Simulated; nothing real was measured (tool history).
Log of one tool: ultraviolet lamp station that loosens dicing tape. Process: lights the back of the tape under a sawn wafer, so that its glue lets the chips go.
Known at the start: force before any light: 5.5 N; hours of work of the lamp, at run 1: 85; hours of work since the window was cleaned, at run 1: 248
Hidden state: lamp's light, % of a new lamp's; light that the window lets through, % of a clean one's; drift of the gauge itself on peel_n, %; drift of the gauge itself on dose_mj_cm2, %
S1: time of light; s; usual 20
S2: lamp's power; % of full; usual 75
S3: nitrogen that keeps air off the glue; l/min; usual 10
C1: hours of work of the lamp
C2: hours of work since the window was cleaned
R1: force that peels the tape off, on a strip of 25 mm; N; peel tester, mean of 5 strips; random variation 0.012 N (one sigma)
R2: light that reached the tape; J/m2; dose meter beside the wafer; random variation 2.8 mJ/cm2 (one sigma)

run	hour	S1	S2	S3	C1	C2	R1	R2
1	0.0	20	75	10	85	248	0.708	3320
2	9.0	20	75	10	89	252	0.727	3300
# hour 12.0: window cleaned of glue's vapour
3	14.0	20	75	10	92	1	0.594	3700
4	21.0	20	75	15	95	4	0.461	3740
5	29.2	20	75	15	99	8	0.454	3700
6	34.7	20	75	15	101	10	0.453	3660
7	41.9	20	75	15	104	14	0.460	3690
8	48.1	17	94	10	107	17	0.525	3880
9	55.3	11	96	14	111	20	0.899	2580
10	60.1	28	96	13	113	22	0.185	6490
11	67.4	23	91	6	116	26	0.462	5050
12	74.3	33	75	10	119	29	0.243	6000
13	81.2	33	75	3	122	32	0.549	5930

5 ways to go on from here, each from the tool as it stands after run 13. What would each give?
A	88.0	19	87	10	126	35	?	?
B	88.0	11	75	10	126	35	?	?
C	88.0	20	82	18	126	35	?	?
D	88.0	14	61	10	126	35	?	?
E	88.0	18	90	4	126	35	?	?

run	R1	R2
A	0.513	3960
B	1.580	2000
C	0.357	3900
D	1.491	2040
E	0.972	3880
Without the tool's hidden state the same runs would have given:
run	R1	R2
A	0.442	4280
B	1.433	2160
C	0.308	4210
D	1.348	2210
E	0.857	4190

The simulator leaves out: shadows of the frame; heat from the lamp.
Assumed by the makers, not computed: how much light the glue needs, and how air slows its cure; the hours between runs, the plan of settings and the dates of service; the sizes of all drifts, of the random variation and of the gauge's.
